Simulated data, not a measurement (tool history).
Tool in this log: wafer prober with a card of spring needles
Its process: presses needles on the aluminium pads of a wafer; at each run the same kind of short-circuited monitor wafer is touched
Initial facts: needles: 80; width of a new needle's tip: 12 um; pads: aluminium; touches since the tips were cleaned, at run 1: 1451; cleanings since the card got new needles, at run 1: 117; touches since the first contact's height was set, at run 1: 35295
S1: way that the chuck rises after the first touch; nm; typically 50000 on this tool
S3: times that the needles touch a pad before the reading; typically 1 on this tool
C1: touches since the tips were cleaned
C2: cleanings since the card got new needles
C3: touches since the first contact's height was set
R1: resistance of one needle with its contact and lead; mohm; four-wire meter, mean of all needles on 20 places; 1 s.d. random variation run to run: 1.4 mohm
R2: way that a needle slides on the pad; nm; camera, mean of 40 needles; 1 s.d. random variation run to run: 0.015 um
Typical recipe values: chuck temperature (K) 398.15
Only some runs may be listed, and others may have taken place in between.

Run 1, hour 0: usual settings; C1 1451; C2 117; C3 35295. Result: R1 123 mohm, R2 13260 nm.
At hour 6.8: tips cleaned on abrasive film.
At hour 18.2: tips cleaned on abrasive film.
At hour 29.5: tips cleaned on abrasive film.
At hour 38.7: tips cleaned on abrasive film.
At hour 43.5: height of the first contact set anew.
At hour 49.1: tips cleaned on abrasive film.
Run 2, hour 49.1: usual settings; C1 0; C2 122; C3 3326. Result: R1 122 mohm, R2 13220 nm.
At hour 60.4: tips cleaned on abrasive film.
At hour 71.8: tips cleaned on abrasive film.
At hour 83: tips cleaned on abrasive film.
At hour 94.2: tips cleaned on abrasive film.
Run 3, hour 96.1: usual settings but S3 3; C1 1104; C2 126; C3 31363. Result: R1 121 mohm, R2 13210 nm.
At hour 105.2: tips cleaned on abrasive film.
At hour 116.5: tips cleaned on abrasive film.
At hour 127.8: tips cleaned on abrasive film.
At hour 139.2: tips cleaned on abrasive film.
Run 4, hour 141.6: usual settings but chuck temperature (K) 327.15; C1 1480; C2 130; C3 58530. Result: R1 113 mohm, R2 13180 nm.
At hour 146.4: height of the first contact set anew.
At hour 148.8: tips cleaned on abrasive film.
At hour 157.9: tips cleaned on abrasive film.
At hour 169.1: tips cleaned on abrasive film.
At hour 180.4: tips cleaned on abrasive film.
Run 5, hour 181.5: usual settings but S1 38000 nm, chuck temperature (K) 327.15; C1 659; C2 134; C3 20859. Result: R1 111 mohm, R2 10020 nm.
At hour 190.6: tips cleaned on abrasive film.
At hour 201.8: tips cleaned on abrasive film.
At hour 210.9: tips cleaned on abrasive film.
Run 6, hour 215.4: usual settings but S1 38000 nm, chuck temperature (K) 327.15; C1 2673; C2 137; C3 41059. Result: R1 114 mohm, R2 10010 nm.
At hour 222: tips cleaned on abrasive film.
At hour 233.4: tips cleaned on abrasive film.
At hour 244.8: tips cleaned on abrasive film.
At hour 249.6: height of the first contact set anew.
At hour 256.4: tips cleaned on abrasive film.
Run 7, hour 262.3: usual settings but S1 38000 nm, chuck temperature (K) 327.15; C1 3558; C2 141; C3 7620. Result: R1 114 mohm, R2 9970 nm.
At hour 266.9: tips cleaned on abrasive film.
At hour 278.3: tips cleaned on abrasive film.
At hour 289.6: tips cleaned on abrasive film.
Run 8, hour 296.8: usual settings but S1 38000 nm, chuck temperature (K) 327.15; C1 4335; C2 144; C3 28164. Result: R1 115 mohm, R2 9980 nm.
At hour 299.1: tips cleaned on abrasive film.
At hour 310.5: tips cleaned on abrasive film.
At hour 321.8: tips cleaned on abrasive film.
Run 9, hour 326.3: usual settings but S1 38000 nm, chuck temperature (K) 327.15; C1 2717; C2 147; C3 45773. Result: R1 112 mohm, R2 9960 nm.
At hour 331: tips cleaned on abrasive film.
At hour 342.3: tips cleaned on abrasive film.
At hour 351.6: height of the first contact set anew.
At hour 353.9: tips cleaned on abrasive film.
At hour 365.3: tips cleaned on abrasive film.
Run 10, hour 367.7: usual settings but S1 38000 nm, chuck temperature (K) 327.15; C1 1497; C2 151; C3 9620. Result: R1 117 mohm, R2 9930 nm.
At hour 374.6: tips cleaned on abrasive film.
At hour 383.7: tips cleaned on abrasive film.
Run 11, hour 391.8: usual settings; C1 4875; C2 153; C3 23966. Result: R1 121 mohm, R2 13080 nm.
At hour 394.1: tips cleaned on abrasive film.
At hour 403.2: tips cleaned on abrasive film.
At hour 414.6: tips cleaned on abrasive film.
At hour 425.9: tips cleaned on abrasive film.
At hour 437.1: tips cleaned on abrasive film.
Run 12, hour 437.5: usual settings; C1 183; C2 158; C3 51137. Result: R1 120 mohm, R2 13070 nm.
At hour 446.6: tips cleaned on abrasive film.
At hour 455.7: tips cleaned on abrasive film.
At hour 456: height of the first contact set anew.
At hour 467.2: tips cleaned on abrasive film.
Run 13, hour 468.6: usual settings; C1 833; C2 161; C3 7517. Result: R1 123 mohm, R2 13070 nm.
At hour 477.7: tips cleaned on abrasive film.
At hour 489: tips cleaned on abrasive film.
At hour 500.4: tips cleaned on abrasive film.
Run 14, hour 505.2: usual settings but chuck temperature (K) 336.15; C1 2940; C2 164; C3 29409. Result: R1 113 mohm, R2 13080 nm.
At hour 509.8: tips cleaned on abrasive film.
At hour 521.1: tips cleaned on abrasive film.
At hour 532.2: tips cleaned on abrasive film.
At hour 541.3: tips cleaned on abrasive film.
At hour 552.7: tips cleaned on abrasive film.
Run 15, hour 554.9: usual settings but S1 52000 nm, chuck temperature (K) 373.15, S3 2; C1 1345; C2 169; C3 59004. Result: R1 118 mohm, R2 13590 nm.
At hour 559.7: height of the first contact set anew.
At hour 564.3: tips cleaned on abrasive film.
At hour 575.6: tips cleaned on abrasive film.
At hour 586.9: tips cleaned on abrasive film.
Run 16, hour 593.4: usual settings but S1 52000 nm, chuck temperature (K) 325.15, S3 2; C1 3926; C2 172; C3 20088. Result: R1 110 mohm, R2 13520 nm.
At hour 597.8: tips cleaned on abrasive film.
At hour 609.2: tips cleaned on abrasive film.
At hour 620: tips cleaned on abrasive film.
Run 17, hour 620: usual settings but S1 52000 nm, chuck temperature (K) 325.15, S3 2; C1 0; C2 175; C3 35906. Result: R1 112 mohm, R2 13530 nm.
At hour 629.1: tips cleaned on abrasive film.
At hour 640.5: tips cleaned on abrasive film.
At hour 651.7: tips cleaned on abrasive film.
Run 18, hour 652.3: usual settings but S1 52000 nm, chuck temperature (K) 325.15, S3 2; C1 342; C2 178; C3 55140. Result: R1 111 mohm, R2 13530 nm.
At hour 661: tips cleaned on abrasive film.
At hour 663.6: height of the first contact set anew.
At hour 672.7: tips cleaned on abrasive film.
At hour 684: tips cleaned on abrasive film.
At hour 695.3: tips cleaned on abrasive film.
Run 19, hour 701: usual settings but S1 52000 nm, chuck temperature (K) 325.15, S3 2; C1 3440; C2 182; C3 22352. Result: R1 112 mohm, R2 13490 nm.
At hour 705.6: tips cleaned on abrasive film.
At hour 714.7: tips cleaned on abrasive film.
At hour 726.1: tips cleaned on abrasive film.
At hour 737.4: tips cleaned on abrasive film.
At hour 748.8: tips cleaned on abrasive film.
Run 20, hour 749: usual settings but S1 69000 nm, chuck temperature (K) 314.15, S3 2; C1 118; C2 187; C3 50899. Result: R1 108 mohm, R2 17870 nm.
At hour 758.1: tips cleaned on abrasive film.
At hour 767.2: tips cleaned on abrasive film.
At hour 767.5: height of the first contact set anew.
At hour 778.8: tips cleaned on abrasive film.
At hour 790.2: tips cleaned on abrasive film.
Run 21, hour 792.5: usual settings but S1 36000 nm, chuck temperature (K) 314.15, S3 2; C1 1433; C2 191; C3 14955. Result: R1 114 mohm, R2 9330 nm.
At hour 799.3: tips cleaned on abrasive film.
At hour 810.7: tips cleaned on abrasive film.
At hour 821.9: tips cleaned on abrasive film.
At hour 833.2: tips cleaned on abrasive film.
Run 22, hour 836.1: usual settings but S1 69000 nm, chuck temperature (K) 306.15; C1 1738; C2 195; C3 40943. Result: R1 107 mohm, R2 17860 nm.
At hour 843: tips cleaned on abrasive film.
At hour 847.5: gauge calibrated.
At hour 854.3: tips cleaned on abrasive film.
At hour 865.7: tips cleaned on abrasive film.
At hour 870.5: height of the first contact set anew.
Run 23, hour 870.7: usual settings but S1 56000 nm, chuck temperature (K) 326.15; C1 2826; C2 198; C3 118. Result: R1 110 mohm, R2 14820 nm.
At hour 875.3: tips cleaned on abrasive film.
At hour 886.5: tips cleaned on abrasive film.
At hour 897.8: tips cleaned on abrasive film.
Run 24, hour 905.6: usual settings but S1 34000 nm; C1 4649; C2 201; C3 20926. Result: R1 125 mohm, R2 8970 nm.
At hour 907.9: tips cleaned on abrasive film.
At hour 919.3: tips cleaned on abrasive film.
At hour 930.6: tips cleaned on abrasive film.
Run 25, hour 932.6: usual settings but S1 42000 nm, chuck temperature (K) 302.15; C1 1171; C2 204; C3 36987. Result: R1 108 mohm, R2 11110 nm.
At hour 941.6: tips cleaned on abrasive film.
At hour 952.8: tips cleaned on abrasive film.
At hour 964.2: tips cleaned on abrasive film.
At hour 973.5: height of the first contact set anew.
At hour 975.8: tips cleaned on abrasive film.
Run 26, hour 983.4: usual settings but S3 3; C1 4561; C2 208; C3 5913. Result: R1 120 mohm, R2 13190 nm.
At hour 985.7: tips cleaned on abrasive film.
At hour 997.1: tips cleaned on abrasive film.
At hour 1008.3: tips cleaned on abrasive film.
At hour 1019.6: tips cleaned on abrasive film.
Run 27, hour 1023.5: usual settings but S1 44000 nm, chuck temperature (K) 361.15; C1 2332; C2 212; C3 29809. Result: R1 117 mohm, R2 11600 nm.

3 options for the next run, each taken on its own from the tool as it stands now. Forecast them:
At hour 1030.4: tips cleaned on abrasive film.
At hour 1041.7: tips cleaned on abrasive film.
At hour 1053.1: tips cleaned on abrasive film.
Run A, hour 1054.8: usual settings but S1 43000 nm, chuck temperature (K) 361.15; C1 1019; C2 215; C3 48426. Result: R1 ?, R2 ?.
At hour 1030.4: tips cleaned on abrasive film.
At hour 1041.7: tips cleaned on abrasive film.
At hour 1053.1: tips cleaned on abrasive film.
Run B, hour 1054.8: usual settings but S1 35000 nm, chuck temperature (K) 361.15; C1 1019; C2 215; C3 48426. Result: R1 ?, R2 ?.
At hour 1030.4: tips cleaned on abrasive film.
At hour 1041.7: tips cleaned on abrasive film.
At hour 1053.1: tips cleaned on abrasive film.
Run C, hour 1054.8: usual settings but S1 44000 nm, chuck temperature (K) 361.15, S3 2; C1 1019; C2 215; C3 48426. Result: R1 ?, R2 ?.

run   R1     R2
  A  115  11310
  B  121   9210
  C  119  11570
With no hidden state in the tool, these same runs would have given:
run   R1     R2
  A  114  11380
  B  121   9260
  C  119  11640
